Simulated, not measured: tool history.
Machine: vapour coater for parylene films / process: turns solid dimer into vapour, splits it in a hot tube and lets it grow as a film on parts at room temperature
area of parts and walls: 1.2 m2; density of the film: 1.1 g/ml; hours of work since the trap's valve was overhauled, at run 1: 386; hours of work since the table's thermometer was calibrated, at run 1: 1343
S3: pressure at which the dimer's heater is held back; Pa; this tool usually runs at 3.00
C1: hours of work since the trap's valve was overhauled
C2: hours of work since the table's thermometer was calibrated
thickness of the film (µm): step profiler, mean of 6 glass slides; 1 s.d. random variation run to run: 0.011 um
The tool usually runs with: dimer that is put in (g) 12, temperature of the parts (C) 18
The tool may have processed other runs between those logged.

Run 1, day 0.000: usual settings; C1 386; C2 1343. Result: thickness of the film (µm) 5.23.
Run 2, day 1.208: usual settings; C1 410; C2 1367. Result: thickness of the film (µm) 5.21.
Run 3, day 2.654: usual settings; C1 439; C2 1396. Result: thickness of the film (µm) 5.21.
Run 4, day 3.621: usual settings; C1 459; C2 1416. Result: thickness of the film (µm) 5.21.
Run 5, day 4.383: usual settings; C1 474; C2 1431. Result: thickness of the film (µm) 5.20.
Run 6, day 6.112: usual settings; C1 509; C2 1466. Result: thickness of the film (µm) 5.20.
Run 7, day 7.300: usual settings but dimer that is put in (g) 5; C1 533; C2 1490. Result: thickness of the film (µm) 2.17.
Run 8, day 8.917: usual settings but dimer that is put in (g) 5; C1 566; C2 1523. Result: thickness of the film (µm) 2.16.
Run 9, day 10.192: usual settings; C1 592; C2 1549. Result: thickness of the film (µm) 5.20.
Run 10, day 11.029: usual settings; C1 609; C2 1566. Result: thickness of the film (µm) 5.18.
Run 11, day 12.212: usual settings but S3 10.36 Pa; C1 633; C2 1590. Result: thickness of the film (µm) 4.26.
At day 13.217: trap's valve overhauled.
Run 12, day 13.575: usual settings but S3 10.36 Pa; C1 7; C2 1614. Result: thickness of the film (µm) 4.26.
Run 13, day 15.000: usual settings but S3 10.36 Pa; C1 36; C2 1643. Result: thickness of the film (µm) 4.25.
Run 14, day 16.325: usual settings; C1 63; C2 1669. Result: thickness of the film (µm) 5.20.
Run 15, day 17.721: usual settings but S3 7.69 Pa; C1 91; C2 1698. Result: thickness of the film (µm) 4.47.
Run 16, day 18.758: usual settings but S3 7.69 Pa; C1 112; C2 1719. Result: thickness of the film (µm) 4.47.
Run 17, day 20.383: usual settings but S3 7.69 Pa; C1 145; C2 1751. Result: thickness of the film (µm) 4.47.
Run 18, day 21.638: usual settings but S3 7.69 Pa; C1 170; C2 1777. Result: thickness of the film (µm) 4.47.
Run 19, day 22.512: usual settings but S3 7.69 Pa; C1 188; C2 1794. Result: thickness of the film (µm) 4.48.
Run 20, day 23.871: usual settings; C1 215; C2 1822. Result: thickness of the film (µm) 5.21.
Run 21, day 24.629: usual settings; C1 231; C2 1837. Result: thickness of the film (µm) 5.18.
Run 22, day 25.875: usual settings; C1 256; C2 1862. Result: thickness of the film (µm) 5.20.
Run 23, day 26.733: usual settings but temperature of the parts (C) 17; C1 273; C2 1880. Result: thickness of the film (µm) 5.43.
Run 24, day 27.983: usual settings but S3 3.76 Pa; C1 298; C2 1905. Result: thickness of the film (µm) 5.02.
Run 25, day 29.517: usual settings but temperature of the parts (C) 12, S3 2.35 Pa; C1 329; C2 1936. Result: thickness of the film (µm) 6.97.
Run 26, day 30.600: usual settings but dimer that is put in (g) 10, temperature of the parts (C) 13, S3 10.64 Pa; C1 351; C2 1958. Result: thickness of the film (µm) 4.37.
Run 27, day 31.521: usual settings but dimer that is put in (g) 14, temperature of the parts (C) 23, S3 4.31 Pa; C1 370; C2 1976. Result: thickness of the film (µm) 4.62.
Run 28, day 32.779: usual settings but dimer that is put in (g) 14, temperature of the parts (C) 23, S3 4.31 Pa; C1 395; C2 2002. Result: thickness of the film (µm) 4.65.
Run 29, day 34.125: usual settings but dimer that is put in (g) 9, temperature of the parts (C) 13, S3 4.81 Pa; C1 422; C2 2029. Result: thickness of the film (µm) 4.43.
Run 30, day 35.475: usual settings but dimer that is put in (g) 8, temperature of the parts (C) 11, S3 3.46 Pa; C1 450; C2 2056. Result: thickness of the film (µm) 4.53.
Run 31, day 36.979: usual settings but temperature of the parts (C) 16, S3 7.24 Pa; C1 480; C2 2087. Result: thickness of the film (µm) 4.92.
Run 32, day 38.617: usual settings but temperature of the parts (C) 16, S3 7.24 Pa; C1 513; C2 2120. Result: thickness of the film (µm) 4.88.
Run 33, day 39.667: usual settings but dimer that is put in (g) 15, temperature of the parts (C) 16, S3 5.19 Pa; C1 534; C2 2141. Result: thickness of the film (µm) 6.48.
Run 34, day 40.425: usual settings but dimer that is put in (g) 15, temperature of the parts (C) 22, S3 5.53 Pa; C1 550; C2 2156. Result: thickness of the film (µm) 4.98.
Run 35, day 41.450: usual settings but dimer that is put in (g) 15, temperature of the parts (C) 21, S3 5.53 Pa; C1 570; C2 2177. Result: thickness of the film (µm) 5.21.
Run 36, day 42.408: usual settings but dimer that is put in (g) 9, temperature of the parts (C) 12, S3 2.00 Pa; C1 590; C2 2196. Result: thickness of the film (µm) 5.35.
Run 37, day 43.662: usual settings but dimer that is put in (g) 7; C1 615; C2 2222. Result: thickness of the film (µm) 3.03.
Run 38, day 44.521: usual settings but dimer that is put in (g) 9, temperature of the parts (C) 16; C1 632; C2 2239. Result: thickness of the film (µm) 4.23.
At day 45.492: trap's valve overhauled.
Run 39, day 46.254: usual settings but dimer that is put in (g) 9, temperature of the parts (C) 16; C1 15; C2 2271. Result: thickness of the film (µm) 4.25.
Run 40, day 47.350: usual settings but dimer that is put in (g) 13, temperature of the parts (C) 19, S3 2.03 Pa; C1 38; C2 2293. Result: thickness of the film (µm) 5.78.
Run 41, day 48.967: usual settings but dimer that is put in (g) 20, temperature of the parts (C) 16, S3 2.99 Pa; C1 70; C2 2325. Result: thickness of the film (µm) 9.46.
Run 42, day 49.783: usual settings but dimer that is put in (g) 20, temperature of the parts (C) 16, S3 2.99 Pa; C1 87; C2 2342. Result: thickness of the film (µm) 9.45.
At day 49.954: table's thermometer calibrated.
Run 43, day 50.817: usual settings but dimer that is put in (g) 20, temperature of the parts (C) 12, S3 2.47 Pa; C1 107; C2 17. Result: thickness of the film (µm) 11.54.
Run 44, day 52.450: usual settings but temperature of the parts (C) 10, S3 4.19 Pa; C1 140; C2 50. Result: thickness of the film (µm) 6.89.
Run 45, day 53.825: usual settings but temperature of the parts (C) 10, S3 4.19 Pa; C1 168; C2 78. Result: thickness of the film (µm) 6.90.
Run 46, day 55.604: usual settings but temperature of the parts (C) 10, S3 4.19 Pa; C1 203; C2 114. Result: thickness of the film (µm) 6.87.

Describe how what the log doesn't record of the tool's condition differs between the last listed run preceding each entry between runs and the first listed run following it.
Logged between run 11 and run 12: trap's valve overhauled (day 13.217)
  vapour lost through the trap's worn valve, %: 0.2 -> 0
Logged between run 38 and run 39: trap's valve overhauled (day 45.492)
  vapour lost through the trap's worn valve, %: 0.2 -> 0
Logged between run 42 and run 43: table's thermometer calibrated (day 49.954)
  true temperature of the parts over the reading, C: -0.05 -> 0

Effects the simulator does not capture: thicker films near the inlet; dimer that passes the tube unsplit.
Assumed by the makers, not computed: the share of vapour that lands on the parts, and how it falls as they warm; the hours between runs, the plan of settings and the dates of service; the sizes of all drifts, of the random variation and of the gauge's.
